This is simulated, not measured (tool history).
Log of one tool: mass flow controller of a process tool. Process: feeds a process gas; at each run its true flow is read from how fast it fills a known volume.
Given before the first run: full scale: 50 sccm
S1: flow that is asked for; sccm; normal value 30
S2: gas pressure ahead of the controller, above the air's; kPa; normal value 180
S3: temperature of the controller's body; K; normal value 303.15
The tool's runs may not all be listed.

{"run": 1, "hour": 0.0, "S1": 30, "S2": 180, "S3": 303.15, "true flow (%)": 100.58}
{"run": 2, "hour": 100.5, "S1": 30, "S2": 180, "S3": 303.15, "true flow (%)": 100.63}
{"run": 3, "hour": 168.8, "S1": 30, "S2": 246, "S3": 303.15, "true flow (%)": 100.89}
{"run": 4, "hour": 253.7, "S1": 30, "S2": 246, "S3": 303.15, "true flow (%)": 100.92}
{"run": 5, "hour": 325.7, "S1": 30, "S2": 180, "S3": 303.15, "true flow (%)": 100.67}
{"run": 6, "hour": 440.0, "S1": 30, "S2": 180, "S3": 303.15, "true flow (%)": 100.62}
{"run": 7, "hour": 560.9, "S1": 30, "S2": 180, "S3": 303.15, "true flow (%)": 100.68}
{"run": 8, "hour": 710.4, "S1": 30, "S2": 180, "S3": 303.15, "true flow (%)": 100.66}
{"hour": 723.5, "done": "controller's zero set anew"}
{"run": 9, "hour": 839.7, "S1": 30, "S2": 180, "S3": 303.15, "true flow (%)": 101.13}
{"run": 10, "hour": 956.9, "S1": 30, "S2": 180, "S3": 303.15, "true flow (%)": 101.28}
{"run": 11, "hour": 1020.8, "S1": 30, "S2": 180, "S3": 303.15, "true flow (%)": 101.2}
{"run": 12, "hour": 1130.4, "S1": 30, "S2": 180, "S3": 303.15, "true flow (%)": 101.28}
{"run": 13, "hour": 1227.2, "S1": 30, "S2": 180, "S3": 303.15, "true flow (%)": 101.35}
{"run": 14, "hour": 1325.4, "S1": 34, "S2": 163, "S3": 298.15, "true flow (%)": 100.87}
{"run": 15, "hour": 1467.3, "S1": 34, "S2": 163, "S3": 298.15, "true flow (%)": 100.84}
{"hour": 1581.9, "done": "controller's zero set anew, once more"}
{"run": 16, "hour": 1611.9, "S1": 34, "S2": 163, "S3": 298.15, "true flow (%)": 99.56}
{"run": 17, "hour": 1715.6, "S1": 34, "S2": 163, "S3": 298.15, "true flow (%)": 99.55}
{"run": 18, "hour": 1865.4, "S1": 34, "S2": 163, "S3": 298.15, "true flow (%)": 99.5}

Run 19 is up next; what results do you expect?
{"run": 19, "hour": 1979.5, "S1": 27, "S2": 180, "S3": 310.15, "true flow (%)": "?"}

{"run 19": {"true flow (%)": 100.09}}
Without the tool's hidden state the same run would have given true flow (%) 100.28.
